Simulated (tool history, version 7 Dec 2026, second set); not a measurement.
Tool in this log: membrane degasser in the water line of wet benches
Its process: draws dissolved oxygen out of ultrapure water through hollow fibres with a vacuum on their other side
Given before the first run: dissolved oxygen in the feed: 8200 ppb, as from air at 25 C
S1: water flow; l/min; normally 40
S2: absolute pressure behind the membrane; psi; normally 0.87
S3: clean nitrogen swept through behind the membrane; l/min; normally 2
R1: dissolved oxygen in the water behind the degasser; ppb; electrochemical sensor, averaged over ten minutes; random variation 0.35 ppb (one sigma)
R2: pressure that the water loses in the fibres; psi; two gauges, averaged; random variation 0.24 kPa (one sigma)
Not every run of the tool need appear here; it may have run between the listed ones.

run	hour	S1	S2	S3	R1	R2
1	0	40	0.87	2	125.7	9.394
2	131.6	40	0.87	2	125.1	9.339
3	304.7	40	0.87	2	125.4	9.422
4	490.8	40	0.87	2	126.1	9.361
5	628.2	40	0.87	2	125.4	9.327
6	719	40	0.87	2	125.6	9.34
7	898.5	40	0.87	2.01	125.4	9.332
8	1032.2	40	1.761	2	388	9.388
9	1210	40	1.761	2	387	9.269
10	1340.3	40	1.761	2	387.3	9.375
11	1429.8	40	1.761	2	386.1	9.295
12	1565.5	40	1.761	2	387.4	9.381
13	1719.6	40	0.87	2	126.1	9.327
14	1875.7	40	0.87	2	126.6	9.359
15	1975.8	40	0.87	2	126.8	9.384
16	2104.9	40	0.87	2	125.9	9.359
17	2191.8	40	0.87	2	126.6	9.385
18	2319.4	40	0.87	1.23	190.3	9.351
19	2433.1	54	2.131	1.69	722.2	12.672
# hour 2521.5: vacuum gauge calibrated
20	2590	54	2.131	1.69	724.8	12.624
21	2785.3	54	2.131	1.69	726.7	12.686
22	2943.6	50	2.131	1.02	992	11.709
23	3072	62	0.557	2.52	43.4	14.508
24	3206.6	37	0.557	2.06	27.8	8.64
25	3345.5	52	0.595	5.07	27.3	12.141
26	3478	52	0.595	5.07	27	12.15
27	3635.3	30	1.955	5.88	128.3	6.985
28	3713.7	40	0.618	5.4	21.1	9.378
29	3828.3	40	0.618	5.4	21.2	9.333
30	3988.8	40	0.618	5.4	21.1	9.269
31	4144.4	40	0.618	5.4	21.3	9.336
32	4226.9	33	0.643	1.16	76.5	7.684

Here are 4 independent what-if runs from the current tool condition. What would each one return?
A	4311.2	54	1.12	1.23	?	?
B	4311.2	24	0.666	5.63	?	?
C	4311.2	41	0.753	4.67	?	?
D	4311.2	54	0.782	1.07	?	?

run	R1	R2
A	388.1	12.608
B	15	5.606
C	44.5	9.528
D	215.7	12.641
What these runs would have given with no unlogged condition in the tool:
run	R1	R2
A	381.1	12.602
B	14.7	5.603
C	43.7	9.523
D	211.9	12.636
